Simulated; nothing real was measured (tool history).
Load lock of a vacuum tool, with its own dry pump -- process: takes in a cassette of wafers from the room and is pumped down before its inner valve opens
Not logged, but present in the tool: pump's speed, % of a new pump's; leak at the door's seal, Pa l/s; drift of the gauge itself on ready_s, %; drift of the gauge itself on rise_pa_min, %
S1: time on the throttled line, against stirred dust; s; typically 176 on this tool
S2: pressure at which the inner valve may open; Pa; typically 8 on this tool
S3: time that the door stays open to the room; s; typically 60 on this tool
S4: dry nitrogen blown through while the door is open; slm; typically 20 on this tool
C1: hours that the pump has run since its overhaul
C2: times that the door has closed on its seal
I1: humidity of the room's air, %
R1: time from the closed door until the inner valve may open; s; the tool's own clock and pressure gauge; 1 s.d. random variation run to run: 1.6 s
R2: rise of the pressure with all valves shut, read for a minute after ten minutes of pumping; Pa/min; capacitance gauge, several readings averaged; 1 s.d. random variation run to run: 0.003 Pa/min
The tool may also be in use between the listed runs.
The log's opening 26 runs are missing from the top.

{"run": 27, "day": 176.404, "S1": 156, "S2": 8, "S3": 60, "S4": 9, "C1": 10240, "C2": 15426, "I1": 46.9, "R1": 268.4, "R2": 0.33}
{"run": 28, "day": 180.258, "S1": 156, "S2": 8, "S3": 60, "S4": 9, "C1": 10333, "C2": 15807, "I1": 44.5, "R1": 271.6, "R2": 0.352}
{"run": 29, "day": 186.588, "S1": 156, "S2": 8, "S3": 60, "S4": 9, "C1": 10485, "C2": 16433, "I1": 45.6, "R1": 266.4, "R2": 0.364}
{"run": 30, "day": 191.367, "S1": 156, "S2": 8, "S3": 60, "S4": 9, "C1": 10599, "C2": 16906, "I1": 45.6, "R1": 266.7, "R2": 0.389}
{"run": 31, "day": 200.296, "S1": 176, "S2": 9, "S3": 172, "S4": 20, "C1": 10814, "C2": 17789, "I1": 48.0, "R1": 285.0, "R2": 0.42}
{"run": 32, "day": 205.85, "S1": 115, "S2": 8, "S3": 60, "S4": 38, "C1": 10947, "C2": 18339, "I1": 44.8, "R1": 237.9, "R2": 0.42}
{"run": 33, "day": 209.667, "S1": 115, "S2": 8, "S3": 60, "S4": 38, "C1": 11039, "C2": 18717, "I1": 46.1, "R1": 236.3, "R2": 0.436}
{"run": 34, "day": 213.883, "S1": 115, "S2": 8, "S3": 60, "S4": 38, "C1": 11140, "C2": 19134, "I1": 43.7, "R1": 238.4, "R2": 0.46}
{"run": 35, "day": 218.704, "S1": 115, "S2": 8, "S3": 60, "S4": 38, "C1": 11255, "C2": 19611, "I1": 45.9, "R1": 237.6, "R2": 0.466}
{"run": 36, "day": 222.725, "S1": 238, "S2": 8, "S3": 138, "S4": 38, "C1": 11352, "C2": 20009, "I1": 44.6, "R1": 336.6, "R2": 0.48}

Here are 5 independent what-if runs from the current tool condition. What would each one return?
{"run": "A", "day": 228.512, "S1": 238, "S2": 11, "S3": 138, "S4": 38, "C1": 11491, "C2": 20581, "I1": 42.8, "R1": "?", "R2": "?"}
{"run": "B", "day": 228.512, "S1": 142, "S2": 8, "S3": 190, "S4": 20, "C1": 11491, "C2": 20581, "I1": 45.4, "R1": "?", "R2": "?"}
{"run": "C", "day": 228.512, "S1": 238, "S2": 14, "S3": 138, "S4": 38, "C1": 11491, "C2": 20581, "I1": 45.2, "R1": "?", "R2": "?"}
{"run": "D", "day": 228.512, "S1": 176, "S2": 8, "S3": 60, "S4": 9, "C1": 11491, "C2": 20581, "I1": 47.0, "R1": "?", "R2": "?"}
{"run": "E", "day": 228.512, "S1": 125, "S2": 8, "S3": 55, "S4": 20, "C1": 11491, "C2": 20581, "I1": 44.2, "R1": "?", "R2": "?"}

run=A R1=327.1 R2=0.510
run=B R1=258.2 R2=0.531
run=C R1=327.5 R2=0.523
run=D R1=286.1 R2=0.522
run=E R1=247.4 R2=0.513
The same runs, with their run-to-run variation unchanged, on a tool lacking any hidden condition would have given:
run=A R1=311.9 R2=0.020
run=B R1=238.6 R2=0.033
run=C R1=312.7 R2=0.019
run=D R1=267.3 R2=0.025
run=E R1=227.0 R2=0.013

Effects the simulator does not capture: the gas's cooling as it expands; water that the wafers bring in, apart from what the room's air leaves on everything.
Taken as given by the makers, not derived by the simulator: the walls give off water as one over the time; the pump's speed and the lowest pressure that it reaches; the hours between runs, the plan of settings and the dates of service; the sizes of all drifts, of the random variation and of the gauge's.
